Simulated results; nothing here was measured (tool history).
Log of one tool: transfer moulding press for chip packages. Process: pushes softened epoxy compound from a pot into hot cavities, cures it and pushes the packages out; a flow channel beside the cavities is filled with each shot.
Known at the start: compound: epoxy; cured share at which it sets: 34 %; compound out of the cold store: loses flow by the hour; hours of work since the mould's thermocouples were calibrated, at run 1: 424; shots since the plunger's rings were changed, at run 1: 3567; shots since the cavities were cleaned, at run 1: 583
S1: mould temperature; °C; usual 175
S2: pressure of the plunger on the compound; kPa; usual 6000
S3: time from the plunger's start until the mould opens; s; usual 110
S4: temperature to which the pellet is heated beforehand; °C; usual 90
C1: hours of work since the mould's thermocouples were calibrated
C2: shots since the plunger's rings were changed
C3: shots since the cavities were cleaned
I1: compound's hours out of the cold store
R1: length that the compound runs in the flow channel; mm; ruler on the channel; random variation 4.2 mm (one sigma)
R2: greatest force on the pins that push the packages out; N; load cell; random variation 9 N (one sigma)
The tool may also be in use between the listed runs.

run,hour,S1,S2,S3,S4,C1,C2,C3,I1,R1,R2
1,0.0,175,6000,110,90,424,3567,583,25.8,722,407
# hour 10.6: cavities cleaned with cleaning compound and waxed
2,35.1,175,5320,110,90,443,3875,224,15.8,721,409
# hour 76.6: plunger's sealing rings changed
3,76.6,175,5320,110,90,465,0,583,35.8,651,380
# hour 86.2: cavities cleaned with cleaning compound and waxed
4,115.4,175,5320,110,90,487,343,269,47.4,624,368
# hour 156.4: cavities cleaned with cleaning compound and waxed
5,160.7,175,5320,110,90,511,745,40,19.2,703,412
6,195.4,175,5320,110,90,531,1064,359,14.5,730,420
# hour 228.9: cavities cleaned with cleaning compound and waxed
# hour 244.4: mould's thermocouples calibrated
7,248.5,175,5320,110,90,2,1519,162,16.4,714,417
8,283.5,175,6000,110,90,22,1840,483,47.5,658,382
# hour 301.2: cavities cleaned with cleaning compound and waxed
9,325.5,175,6000,110,90,45,2213,224,38.6,686,388
10,366.9,175,6000,110,90,69,2592,603,33.9,709,403
# hour 371.2: cavities cleaned with cleaning compound and waxed
11,411.5,175,6000,110,90,93,2988,369,23.2,734,396
# hour 442.0: cavities cleaned with cleaning compound and waxed
12,462.1,175,6000,110,90,121,3440,185,32.0,703,383
13,492.5,175,6000,110,98,138,3719,464,34.5,689,380
# hour 513.0: cavities cleaned with cleaning compound and waxed
14,546.7,177,4690,110,92,168,4203,310,14.0,673,380
# hour 552.6: plunger's sealing rings changed
15,574.6,177,4690,110,92,183,202,543,38.9,596,362
# hour 588.2: cavities cleaned with cleaning compound and waxed
16,635.4,175,5120,110,90,216,747,433,18.7,687,397
# hour 660.0: cavities cleaned with cleaning compound and waxed
17,672.1,175,6000,110,94,236,1070,111,41.9,672,384
# hour 732.8: cavities cleaned with cleaning compound and waxed
18,733.8,181,4650,105,84,270,1623,9,34.4,592,321
19,793.6,181,4650,105,84,304,2172,558,32.9,604,304
# hour 804.0: cavities cleaned with cleaning compound and waxed
20,850.5,171,4510,99,95,336,2681,427,42.6,585,629
# hour 874.5: cavities cleaned with cleaning compound and waxed
21,878.9,175,7050,93,90,351,2928,40,32.6,767,566
22,917.1,181,7050,93,90,373,3279,391,17.7,795,414
# hour 946.6: cavities cleaned with cleaning compound and waxed
23,971.6,181,7050,93,90,403,3765,229,28.9,750,382
# hour 1017.4: cavities cleaned with cleaning compound and waxed
# hour 1027.7: plunger's sealing rings changed
24,1028.1,170,6000,110,85,433,4,76,12.6,792,647
25,1055.2,170,6000,110,85,448,253,325,10.8,805,606
# hour 1091.9: cavities cleaned with cleaning compound and waxed
26,1097.0,171,4760,110,85,471,623,46,29.9,654,535

Hidden state at the last listed run before each entry between runs and at the first one after, where it differs:
Between runs 1 and 2: cavities cleaned with cleaning compound and waxed (hour 10.6)
  pressure that reaches the compound, % of what is set: 99.86 -> 99.84; grip of the stained cavities, % over clean ones': 1.2 -> 0.6
Between runs 2 and 3: plunger's sealing rings changed (hour 76.6)
  pressure that reaches the compound, % of what is set: 99.84 -> 99.98; grip of the stained cavities, % over clean ones': 0.6 -> 1.1
Between runs 3 and 4: cavities cleaned with cleaning compound and waxed (hour 86.2)
  pressure that reaches the compound, % of what is set: 99.98 -> 99.97; grip of the stained cavities, % over clean ones': 1.1 -> 0.8
Between runs 4 and 5: cavities cleaned with cleaning compound and waxed (hour 156.4)
  pressure that reaches the compound, % of what is set: 99.97 -> 99.95; grip of the stained cavities, % over clean ones': 0.8 -> 0.2
Between runs 6 and 7: cavities cleaned with cleaning compound and waxed (hour 228.9); mould's thermocouples calibrated (hour 244.4)
  true mould temperature over the reading, C: 0.01 -> 0; pressure that reaches the compound, % of what is set: 99.94 -> 99.92; grip of the stained cavities, % over clean ones': 0.9 -> 0.5
Between runs 8 and 9: cavities cleaned with cleaning compound and waxed (hour 301.2)
  pressure that reaches the compound, % of what is set: 99.91 -> 99.89; grip of the stained cavities, % over clean ones': 1 -> 0.7
Between runs 10 and 11: cavities cleaned with cleaning compound and waxed (hour 371.2)
  pressure that reaches the compound, % of what is set: 99.88 -> 99.86; grip of the stained cavities, % over clean ones': 1.2 -> 0.9
Between runs 11 and 12: cavities cleaned with cleaning compound and waxed (hour 442.0)
  pressure that reaches the compound, % of what is set: 99.86 -> 99.84; grip of the stained cavities, % over clean ones': 0.9 -> 0.6
Between runs 13 and 14: cavities cleaned with cleaning compound and waxed (hour 513.0)
  pressure that reaches the compound, % of what is set: 99.83 -> 99.81; grip of the stained cavities, % over clean ones': 1 -> 0.8
Between runs 14 and 15: plunger's sealing rings changed (hour 552.6)
  pressure that reaches the compound, % of what is set: 99.81 -> 99.98; grip of the stained cavities, % over clean ones': 0.8 -> 1.1
Between runs 15 and 16: cavities cleaned with cleaning compound and waxed (hour 588.2)
  pressure that reaches the compound, % of what is set: 99.98 -> 99.96; grip of the stained cavities, % over clean ones': 1.1 -> 1
Between runs 16 and 17: cavities cleaned with cleaning compound and waxed (hour 660.0)
  pressure that reaches the compound, % of what is set: 99.96 -> 99.95; grip of the stained cavities, % over clean ones': 1 -> 0.4
Between runs 17 and 18: cavities cleaned with cleaning compound and waxed (hour 732.8)
  pressure that reaches the compound, % of what is set: 99.95 -> 99.93; grip of the stained cavities, % over clean ones': 0.4 -> 0
Between runs 19 and 20: cavities cleaned with cleaning compound and waxed (hour 804.0)
  pressure that reaches the compound, % of what is set: 99.9 -> 99.88; grip of the stained cavities, % over clean ones': 1.1 -> 1
Between runs 20 and 21: cavities cleaned with cleaning compound and waxed (hour 874.5)
  pressure that reaches the compound, % of what is set: 99.88 -> 99.87; grip of the stained cavities, % over clean ones': 1 -> 0.2
Between runs 22 and 23: cavities cleaned with cleaning compound and waxed (hour 946.6)
  pressure that reaches the compound, % of what is set: 99.85 -> 99.84; grip of the stained cavities, % over clean ones': 1 -> 0.7
Between runs 23 and 24: cavities cleaned with cleaning compound and waxed (hour 1017.4); plunger's sealing rings changed (hour 1027.7)
  pressure that reaches the compound, % of what is set: 99.84 -> 99.99; grip of the stained cavities, % over clean ones': 0.7 -> 0.3
Between runs 25 and 26: cavities cleaned with cleaning compound and waxed (hour 1091.9)
  pressure that reaches the compound, % of what is set: 99.98 -> 99.96; grip of the stained cavities, % over clean ones': 0.8 -> 0.2
